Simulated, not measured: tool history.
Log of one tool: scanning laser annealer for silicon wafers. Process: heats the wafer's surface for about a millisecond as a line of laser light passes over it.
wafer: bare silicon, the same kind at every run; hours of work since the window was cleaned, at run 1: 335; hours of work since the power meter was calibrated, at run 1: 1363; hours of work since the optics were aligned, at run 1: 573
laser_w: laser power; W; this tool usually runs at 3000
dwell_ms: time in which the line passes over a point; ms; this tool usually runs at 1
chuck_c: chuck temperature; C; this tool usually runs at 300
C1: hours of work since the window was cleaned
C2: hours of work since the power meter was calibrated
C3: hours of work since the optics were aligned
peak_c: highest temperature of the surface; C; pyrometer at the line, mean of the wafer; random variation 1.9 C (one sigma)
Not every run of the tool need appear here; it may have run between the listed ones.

run 1 hour=0 | laser_w=3000 dwell_ms=1 chuck_c=300 | C1=335 C2=1363 C3=573 | peak_c=1076
run 2 hour=44.6 | laser_w=3000 dwell_ms=1 chuck_c=300 | C1=370 C2=1398 C3=608 | peak_c=1074
run 3 hour=89.9 | laser_w=3000 dwell_ms=1 chuck_c=300 | C1=405 C2=1433 C3=643 | peak_c=1073
run 4 hour=123.8 | laser_w=3041 dwell_ms=1 chuck_c=300 | C1=432 C2=1460 C3=670 | peak_c=1082
run 5 hour=153.9 | laser_w=2947 dwell_ms=1 chuck_c=300 | C1=455 C2=1483 C3=693 | peak_c=1053
-- hour=161.9 window over the wafer cleaned
run 6 hour=195.8 | laser_w=3000 dwell_ms=1 chuck_c=318 | C1=27 C2=1515 C3=725 | peak_c=1122
run 7 hour=260.3 | laser_w=3000 dwell_ms=1 chuck_c=318 | C1=77 C2=1565 C3=775 | peak_c=1117
run 8 hour=304 | laser_w=3000 dwell_ms=1 chuck_c=318 | C1=111 C2=1599 C3=809 | peak_c=1118
run 9 hour=348.5 | laser_w=3000 dwell_ms=1 chuck_c=318 | C1=146 C2=1634 C3=844 | peak_c=1113
run 10 hour=401.6 | laser_w=2661 dwell_ms=1 chuck_c=283 | C1=187 C2=1675 C3=885 | peak_c=971
run 11 hour=464.2 | laser_w=2744 dwell_ms=0.99 chuck_c=285 | C1=236 C2=1724 C3=934 | peak_c=991
run 12 hour=511.1 | laser_w=2941 dwell_ms=0.75 chuck_c=307 | C1=272 C2=1760 C3=970 | peak_c=980
run 13 hour=548.8 | laser_w=2941 dwell_ms=0.75 chuck_c=307 | C1=302 C2=1790 C3=1000 | peak_c=978
run 14 hour=607 | laser_w=2941 dwell_ms=0.75 chuck_c=307 | C1=347 C2=1835 C3=1045 | peak_c=976
run 15 hour=664.7 | laser_w=3000 dwell_ms=0.89 chuck_c=310 | C1=392 C2=1880 C3=1090 | peak_c=1049
run 16 hour=703.8 | laser_w=3000 dwell_ms=1 chuck_c=322 | C1=423 C2=1911 C3=1121 | peak_c=1099
-- hour=750.2 window over the wafer cleaned
run 17 hour=758 | laser_w=2752 dwell_ms=1.04 chuck_c=340 | C1=6 C2=1951 C3=1161 | peak_c=1081

Forecast run 18:
run 18 hour=806.6 | laser_w=3000 dwell_ms=0.87 chuck_c=332 | C1=44 C2=1989 C3=1199 | peak_c=?

{"run 18": {"peak_c": 1085}}
With the hidden condition absent and the run-to-run variation left alone, this run would have shown peak_c 1082 C.

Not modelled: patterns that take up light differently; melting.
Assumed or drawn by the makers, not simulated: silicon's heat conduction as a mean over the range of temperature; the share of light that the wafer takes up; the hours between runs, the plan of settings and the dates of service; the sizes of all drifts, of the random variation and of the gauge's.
